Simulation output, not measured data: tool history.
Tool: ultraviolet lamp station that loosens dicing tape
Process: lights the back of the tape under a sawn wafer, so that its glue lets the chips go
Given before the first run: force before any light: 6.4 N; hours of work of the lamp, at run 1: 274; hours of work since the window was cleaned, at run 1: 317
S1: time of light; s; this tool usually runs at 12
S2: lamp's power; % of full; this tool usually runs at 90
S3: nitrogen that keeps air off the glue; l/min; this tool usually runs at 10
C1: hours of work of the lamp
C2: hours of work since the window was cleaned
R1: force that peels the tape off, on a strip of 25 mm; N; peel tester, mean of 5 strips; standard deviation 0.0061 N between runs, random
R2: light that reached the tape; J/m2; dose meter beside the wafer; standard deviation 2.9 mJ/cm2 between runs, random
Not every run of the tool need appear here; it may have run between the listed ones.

run 1 day=0 | S1=12 S2=90 S3=10 | C1=274 C2=317 | R1=0.26 R2=3480
run 2 day=0.625 | S1=12 S2=73 S3=10 | C1=281 C2=324 | R1=0.412 R2=2810
run 3 day=1.146 | S1=12 S2=73 S3=10 | C1=286 C2=330 | R1=0.427 R2=2810
run 4 day=1.6 | S1=12 S2=90 S3=16 | C1=291 C2=335 | R1=0.203 R2=3400
run 5 day=2.038 | S1=12 S2=90 S3=10 | C1=296 C2=339 | R1=0.283 R2=3410
run 6 day=2.392 | S1=12 S2=90 S3=10 | C1=300 C2=343 | R1=0.272 R2=3420
run 7 day=2.746 | S1=12 S2=90 S3=10 | C1=304 C2=347 | R1=0.272 R2=3450
run 8 day=3.192 | S1=12 S2=90 S3=10 | C1=309 C2=352 | R1=0.279 R2=3390
run 9 day=3.671 | S1=12 S2=90 S3=10 | C1=314 C2=357 | R1=0.264 R2=3370
run 10 day=4.242 | S1=12 S2=90 S3=10 | C1=320 C2=363 | R1=0.277 R2=3340
run 11 day=4.554 | S1=12 S2=86 S3=10 | C1=323 C2=367 | R1=0.305 R2=3240
run 12 day=5.129 | S1=12 S2=86 S3=10 | C1=330 C2=373 | R1=0.308 R2=3130
run 13 day=5.638 | S1=12 S2=86 S3=10 | C1=335 C2=379 | R1=0.32 R2=3220
run 14 day=6.083 | S1=12 S2=86 S3=10 | C1=340 C2=383 | R1=0.313 R2=3160
run 15 day=6.592 | S1=12 S2=86 S3=10 | C1=346 C2=389 | R1=0.323 R2=3140
run 16 day=7.042 | S1=12 S2=86 S3=10 | C1=351 C2=394 | R1=0.324 R2=3130
run 17 day=7.404 | S1=12 S2=86 S3=10 | C1=354 C2=398 | R1=0.317 R2=3100
run 18 day=8.029 | S1=12 S2=86 S3=10 | C1=361 C2=405 | R1=0.327 R2=3130
run 19 day=8.312 | S1=12 S2=86 S3=10 | C1=364 C2=408 | R1=0.33 R2=3080
-- day=8.454 window cleaned of glue's vapour
run 20 day=8.721 | S1=8 S2=90 S3=10 | C1=369 C2=3 | R1=0.814 R2=1990
run 21 day=9.246 | S1=8 S2=90 S3=10 | C1=374 C2=9 | R1=0.842 R2=1970
run 22 day=9.533 | S1=12 S2=90 S3=10 | C1=377 C2=12 | R1=0.359 R2=3000
run 23 day=10.117 | S1=12 S2=90 S3=15 | C1=384 C2=18 | R1=0.258 R2=3020
run 24 day=10.421 | S1=12 S2=90 S3=15 | C1=387 C2=21 | R1=0.263 R2=3000
run 25 day=10.871 | S1=14 S2=90 S3=5 | C1=392 C2=26 | R1=0.494 R2=3450
-- day=11.342 window cleaned of glue's vapour, once more
run 26 day=11.383 | S1=14 S2=90 S3=10 | C1=397 C2=0 | R1=0.173 R2=4290
run 27 day=11.921 | S1=12 S2=73 S3=3 | C1=403 C2=6 | R1=1.02 R2=2940
run 28 day=12.233 | S1=12 S2=73 S3=5 | C1=407 C2=10 | R1=0.658 R2=3010
run 29 day=12.525 | S1=14 S2=82 S3=9 | C1=410 C2=13 | R1=0.221 R2=3900
run 30 day=12.912 | S1=21 S2=96 S3=5 | C1=414 C2=17 | R1=0.134 R2=6720
run 31 day=13.271 | S1=21 S2=96 S3=5 | C1=418 C2=21 | R1=0.136 R2=6800
run 32 day=13.654 | S1=21 S2=96 S3=5 | C1=422 C2=25 | R1=0.135 R2=6830
run 33 day=14.008 | S1=21 S2=96 S3=5 | C1=426 C2=29 | R1=0.133 R2=6720
run 34 day=14.312 | S1=12 S2=77 S3=10 | C1=429 C2=32 | R1=0.315 R2=3100
run 35 day=14.658 | S1=12 S2=80 S3=3 | C1=433 C2=36 | R1=0.847 R2=3170
run 36 day=15.208 | S1=12 S2=90 S3=10 | C1=439 C2=42 | R1=0.248 R2=3580
run 37 day=15.738 | S1=10 S2=76 S3=5 | C1=445 C2=48 | R1=0.922 R2=2530
run 38 day=16.283 | S1=7 S2=60 S3=4 | C1=451 C2=54 | R1=2.364 R2=1380
run 39 day=16.617 | S1=7 S2=93 S3=3 | C1=454 C2=57 | R1=1.674 R2=2150
run 40 day=17.2 | S1=7 S2=93 S3=3 | C1=461 C2=64 | R1=1.682 R2=2140
run 41 day=17.567 | S1=12 S2=65 S3=4 | C1=465 C2=68 | R1=1.078 R2=2570
run 42 day=17.842 | S1=12 S2=90 S3=3 | C1=468 C2=71 | R1=0.733 R2=3510
run 43 day=18.133 | S1=14 S2=78 S3=4 | C1=471 C2=74 | R1=0.549 R2=3530

Here are 4 independent what-if runs from the current tool condition. What would each one return?
run A day=18.638 | S1=13 S2=62 S3=7 | C1=476 C2=79 | R1=? R2=?
run B day=18.638 | S1=11 S2=78 S3=4 | C1=476 C2=79 | R1=? R2=?
run C day=18.638 | S1=16 S2=78 S3=4 | C1=476 C2=79 | R1=? R2=?
run D day=18.638 | S1=12 S2=73 S3=10 | C1=476 C2=79 | R1=? R2=?

run=A R1=0.668 R2=2570
run=B R1=0.913 R2=2780
run=C R1=0.431 R2=4020
run=D R1=0.403 R2=2800
Without the tool's unlogged condition, the same runs would have read:
run=A R1=0.437 R2=3140
run=B R1=0.619 R2=3400
run=C R1=0.279 R2=4910
run=D R1=0.26 R2=3420
